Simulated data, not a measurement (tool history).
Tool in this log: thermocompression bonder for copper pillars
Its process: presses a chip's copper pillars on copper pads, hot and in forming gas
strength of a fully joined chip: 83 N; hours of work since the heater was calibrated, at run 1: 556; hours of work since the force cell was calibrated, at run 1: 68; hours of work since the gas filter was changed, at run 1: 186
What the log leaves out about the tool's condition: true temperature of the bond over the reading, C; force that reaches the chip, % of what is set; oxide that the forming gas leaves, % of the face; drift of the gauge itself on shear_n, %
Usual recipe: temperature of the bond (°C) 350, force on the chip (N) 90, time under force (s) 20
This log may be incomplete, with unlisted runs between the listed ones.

run,hour,temperature of the bond (°C),force on the chip (N),time under force (s),hours of work since the heater was calibrated,hours of work since the force cell was calibrated,hours of work since the gas filter was changed,force that shears a chip off (N)
1,0,350,90,20,556,68,186,40.1
# hour 17.6: forming gas filter changed
2,24.7,350,90,54,566,78,3,58
3,53.4,350,90,54,578,90,15,57.9
4,75.2,350,90,34,587,99,24,50.5
5,97.8,350,90,34,596,108,33,50.5
6,120.5,350,90,34,606,118,43,50.6
7,147,350,90,34,617,129,54,49.6
8,169.7,350,90,34,626,138,63,50.2
9,199.1,350,90,20,639,151,76,42.3
10,221.3,350,90,20,648,160,85,42.4
11,240.6,350,90,20,656,168,93,41.8
12,259.3,350,90,20,664,176,101,42
13,277.1,350,90,20,671,183,108,41.8
14,294.7,341,128,41,679,191,116,55.4
15,320.1,341,128,41,689,201,126,55.1
16,336.5,364,122,20,696,208,133,54.6
17,358.5,364,122,20,705,217,142,54.5
18,381.9,364,122,20,715,227,152,54.5
19,406.3,349,72,24,725,237,162,39.1
20,428.8,324,72,12,735,246,172,21.4
21,442.4,343,90,54,740,252,177,51.9
22,471.5,350,79,20,752,264,189,38.2
# hour 480.1: forming gas filter changed
23,493.4,342,90,18,761,273,6,38.6
24,506.6,342,85,18,767,279,11,37.8
25,534.4,356,90,22,778,290,23,48.3
26,556.5,322,105,25,788,300,32,37.1

What if the next run were any one of these 5? Each begins from the tool's condition after run 26:
A,572.7,363,84,44,794,306,39,?
B,572.7,337,60,25,794,306,39,?
C,572.7,371,90,21,794,306,39,?
D,572.7,367,81,16,794,306,39,?
E,572.7,350,83,31,794,306,39,?

run,force that shears a chip off (N)
A,59.7
B,32.2
C,54.5
D,46.1
E,47.9
Stripped of hidden state, with their random variation kept, the same runs would have yielded:
run,force that shears a chip off (N)
A,56
B,28.6
C,50.7
D,42.3
E,43.8

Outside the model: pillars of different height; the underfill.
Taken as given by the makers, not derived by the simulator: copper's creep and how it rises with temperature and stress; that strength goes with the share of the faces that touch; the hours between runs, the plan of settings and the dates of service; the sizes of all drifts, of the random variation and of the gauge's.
